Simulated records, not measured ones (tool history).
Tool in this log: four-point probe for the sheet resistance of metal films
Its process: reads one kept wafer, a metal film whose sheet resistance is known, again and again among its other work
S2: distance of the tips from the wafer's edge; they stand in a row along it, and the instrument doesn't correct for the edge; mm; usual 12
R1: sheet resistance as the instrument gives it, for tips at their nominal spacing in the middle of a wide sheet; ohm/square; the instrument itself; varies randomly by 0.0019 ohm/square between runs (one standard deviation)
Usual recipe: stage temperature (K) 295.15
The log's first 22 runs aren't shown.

run 23 hour=1403.6 | stage_temperature_(K)=305.15 S2=4 | R1=9.677484
run 24 hour=1485.6 | stage_temperature_(K)=296.15 S2=50 | R1=9.209079
run 25 hour=1537.5 | stage_temperature_(K)=293.15 S2=38 | R1=9.213650
run 26 hour=1592.6 | stage_temperature_(K)=298.15 S2=10 | R1=9.287295
run 27 hour=1634.6 | stage_temperature_(K)=298.15 S2=10 | R1=9.285315
run 28 hour=1698.9 | stage_temperature_(K)=298.15 S2=56 | R1=9.209145
run 29 hour=1757.9 | stage_temperature_(K)=298.15 S2=56 | R1=9.211447
run 30 hour=1797.1 | stage_temperature_(K)=295.15 S2=15 | R1=9.241004
run 31 hour=1859.1 | stage_temperature_(K)=303.15 S2=23 | R1=9.220783

The next listed run, before its measurement:
run 32 hour=1932.3 | stage_temperature_(K)=303.15 S2=23 | R1=?

{"run 32": {"R1": 9.218056}}
Take away the tool's hidden state, keep the run-to-run variation as it was, and the same run would have given R1 9.217854 ohm/square.
